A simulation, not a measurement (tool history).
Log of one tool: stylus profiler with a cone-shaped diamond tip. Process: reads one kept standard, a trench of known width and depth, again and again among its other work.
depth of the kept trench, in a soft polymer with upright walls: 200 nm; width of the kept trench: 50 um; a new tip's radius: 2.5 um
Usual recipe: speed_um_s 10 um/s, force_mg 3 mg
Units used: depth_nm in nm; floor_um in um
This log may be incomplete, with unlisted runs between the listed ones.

{"run": 1, "day": 0.0, "speed_um_s": 10, "force_mg": 3, "depth_nm": 202.41, "floor_um": 47.94}
{"run": 2, "day": 4.338, "speed_um_s": 4, "force_mg": 3, "depth_nm": 202.34, "floor_um": 47.99}
{"run": 3, "day": 8.45, "speed_um_s": 10, "force_mg": 3, "depth_nm": 202.35, "floor_um": 48.02}
{"day": 9.271, "done": "new tip fitted, height scale calibrated"}
{"run": 4, "day": 13.129, "speed_um_s": 10, "force_mg": 3, "depth_nm": 202.35, "floor_um": 48.03}
{"run": 5, "day": 17.138, "speed_um_s": 25, "force_mg": 3, "depth_nm": 202.36, "floor_um": 47.97}
{"run": 6, "day": 20.467, "speed_um_s": 25, "force_mg": 3, "depth_nm": 202.37, "floor_um": 47.96}
{"run": 7, "day": 22.933, "speed_um_s": 25, "force_mg": 3, "depth_nm": 202.33, "floor_um": 47.95}
{"run": 8, "day": 26.479, "speed_um_s": 25, "force_mg": 3, "depth_nm": 202.28, "floor_um": 47.99}
{"run": 9, "day": 29.004, "speed_um_s": 10, "force_mg": 5.99, "depth_nm": 203.73, "floor_um": 48.03}
{"run": 10, "day": 33.3, "speed_um_s": 8, "force_mg": 4.12, "depth_nm": 202.95, "floor_um": 48.01}
{"run": 11, "day": 37.308, "speed_um_s": 8, "force_mg": 4.12, "depth_nm": 202.81, "floor_um": 48}
{"run": 12, "day": 40.875, "speed_um_s": 8, "force_mg": 4.12, "depth_nm": 202.82, "floor_um": 48.02}
{"run": 13, "day": 45.329, "speed_um_s": 8, "force_mg": 4.12, "depth_nm": 202.85, "floor_um": 47.96}
{"run": 14, "day": 50.079, "speed_um_s": 19, "force_mg": 1.17, "depth_nm": 201.25, "floor_um": 47.94}
{"run": 15, "day": 53.25, "speed_um_s": 19, "force_mg": 1.17, "depth_nm": 201.25, "floor_um": 47.9}
{"day": 56.925, "done": "new tip fitted, height scale calibrated"}
{"run": 16, "day": 58.2, "speed_um_s": 19, "force_mg": 1.17, "depth_nm": 201.22, "floor_um": 47.91}

Predict each of these 4 candidate next runs independently; none follows another, all start after run 16:
{"run": "A", "day": 61.825, "speed_um_s": 11, "force_mg": 5.81, "depth_nm": "?", "floor_um": "?"}
{"run": "B", "day": 61.825, "speed_um_s": 4, "force_mg": 3, "depth_nm": "?", "floor_um": "?"}
{"run": "C", "day": 61.825, "speed_um_s": 19, "force_mg": 1.46, "depth_nm": "?", "floor_um": "?"}
{"run": "D", "day": 61.825, "speed_um_s": 9, "force_mg": 1.17, "depth_nm": "?", "floor_um": "?"}

run=A depth_nm=203.67 floor_um=48
run=B depth_nm=202.31 floor_um=48.05
run=C depth_nm=201.4 floor_um=47.91
run=D depth_nm=201.25 floor_um=48.01
Without the tool's hidden state the same runs would have given:
run=A depth_nm=203.68 floor_um=48
run=B depth_nm=202.31 floor_um=48.06
run=C depth_nm=201.4 floor_um=47.91
run=D depth_nm=201.25 floor_um=48.01

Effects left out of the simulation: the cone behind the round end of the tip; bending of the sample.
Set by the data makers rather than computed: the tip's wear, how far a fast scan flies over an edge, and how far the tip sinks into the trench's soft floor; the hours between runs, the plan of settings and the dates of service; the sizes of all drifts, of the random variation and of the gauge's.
